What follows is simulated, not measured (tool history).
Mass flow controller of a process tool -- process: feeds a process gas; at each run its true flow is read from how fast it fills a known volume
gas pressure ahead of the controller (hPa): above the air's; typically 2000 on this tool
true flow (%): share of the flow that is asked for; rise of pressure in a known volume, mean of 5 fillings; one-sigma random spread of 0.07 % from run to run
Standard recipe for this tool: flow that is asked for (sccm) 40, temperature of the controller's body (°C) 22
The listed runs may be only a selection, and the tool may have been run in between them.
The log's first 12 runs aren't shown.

run    hour  flow that is asked for (sccm)  gas pressure ahead of the controller (hPa)  temperature of the controller's body (°C)  hours of work since the controller was set to zero  hours of work since the controller was changed  true flow (%)
 13   851.6                             13                                        2000                                         22                                                2331                                            2331          98.79
 14   935.8                             13                                        2000                                         22                                                2391                                            2391          98.74
 15  1026.1                             13                                        2000                                         22                                                2455                                            2455          98.70
 16  1107.5                             40                                        2250                                         22                                                2514                                            2514          99.04
 17  1159.3                             40                                        2250                                         22                                                2551                                            2551          99.06
 18  1258.4                             40                                        2250                                         22                                                2622                                            2622          99.10
 19  1326.2                             40                                        2250                                         22                                                2670                                            2670          99.10
 20  1377.5                             11                                        2250                                         22                                                2707                                            2707          98.71
 21  1450.0                             11                                        2250                                         22                                                2759                                            2759          98.74
 22  1521.8                             62                                        2250                                         34                                                2810                                            2810         100.21
 23  1605.9                             62                                        2250                                         34                                                2870                                            2870         100.16
 24  1705.3                             16                                        2610                                         23                                                2941                                            2941          99.02
 25  1792.1                             98                                        1500                                         37                                                3003                                            3003         100.72
 26  1857.7                             98                                        1500                                         37                                                3050                                            3050         100.89
 27  1957.5                             14                                        2000                                         21                                                3121                                            3121          98.63
 28  2056.1                             14                                        2000                                         21                                                3192                                            3192          98.70
 29  2100.5                             14                                        2000                                         21                                                3224                                            3224          98.57
 30  2199.4                             11                                        1720                                         24                                                3294                                            3294          98.71
 31  2244.8                             11                                        1720                                         24                                                3327                                            3327          98.82
 32  2291.7                             24                                        1750                                         21                                                3360                                            3360          98.65
 33  2369.7                             68                                        2040                                         26                                                3416                                            3416          99.69
 34  2456.0                             68                                        2040                                         26                                                3478                                            3478          99.58
 35  2533.9                             17                                        2040                                         26                                                3534                                            3534          99.03

Consider 4 possible next runs. They are alternatives, not a sequence: every one starts from the tool as it was left by run 35. What does each give?
  A  2629.6                             29                                        2230                                         27                                                3602                                            3602              ?
  B  2629.6                             17                                        2040                                         39                                                3602                                            3602              ?
  C  2629.6                             70                                        1890                                         26                                                3602                                            3602              ?
  D  2629.6                             17                                        1710                                         29                                                3602                                            3602              ?

run  true flow (%)
  A          99.36
  B          99.97
  C          99.79
  D          99.28
Stripped of hidden state, with their random variation kept, the same runs would have yielded:
run  true flow (%)
  A          99.35
  B          99.96
  C          99.79
  D          99.27
